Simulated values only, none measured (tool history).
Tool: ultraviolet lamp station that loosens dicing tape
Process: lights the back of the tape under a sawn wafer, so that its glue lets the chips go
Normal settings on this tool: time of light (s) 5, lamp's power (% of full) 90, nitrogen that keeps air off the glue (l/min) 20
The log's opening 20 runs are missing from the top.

run	hour	time of light (s)	lamp's power (% of full)	nitrogen that keeps air off the glue (l/min)	hours of work of the lamp	hours of work since the window was cleaned	force that peels the tape off (N)	light that reached the tape (mJ/cm2)
21	208.4	5	90	20	463	26	0.658	383
# hour 216.6: window cleaned of glue's vapour, once more
22	220.7	5	90	20	471	3	0.494	451
23	230.7	5	90	38	479	10	0.421	456
24	243.6	4	93	10	488	20	0.858	369
25	255.3	4	93	10	496	28	0.887	367
26	264.0	6	95	20	503	35	0.367	561
27	275.3	6	95	20	511	43	0.362	553
28	282.0	8	81	10	516	48	0.389	635
29	294.7	5	90	16	525	57	0.560	433
30	304.4	5	90	16	532	64	0.587	436
31	312.4	8	76	16	538	70	0.368	585
32	325.7	8	60	19	548	80	0.517	449
33	337.6	2	78	34	557	88	1.696	148
34	343.6	5	90	19	561	93	0.584	416
35	353.3	5	63	9	568	100	1.146	293
36	364.1	5	63	40	576	108	0.808	287
37	376.6	3	89	8	585	117	1.490	244
38	385.6	2	70	13	592	123	2.039	130
39	399.6	2	70	13	602	134	2.059	128
40	408.9	2	70	13	609	140	2.016	129
41	421.2	5	90	12	618	149	0.694	398
42	435.1	5	90	12	628	159	0.762	395

Predict each of these 4 candidate next runs independently; none follows another, all start after run 42:
A	445.0	5	61	25	635	167	?	?
B	445.0	9	85	13	635	167	?	?
C	445.0	9	90	20	635	167	?	?
D	445.0	8	90	29	635	167	?	?

run	force that peels the tape off (N)	light that reached the tape (mJ/cm2)
A	0.929	267
B	0.319	676
C	0.250	717
D	0.263	636
Without the tool's hidden state the same runs would have given:
run	force that peels the tape off (N)	light that reached the tape (mJ/cm2)
A	0.656	347
B	0.225	878
C	0.191	931
D	0.197	827
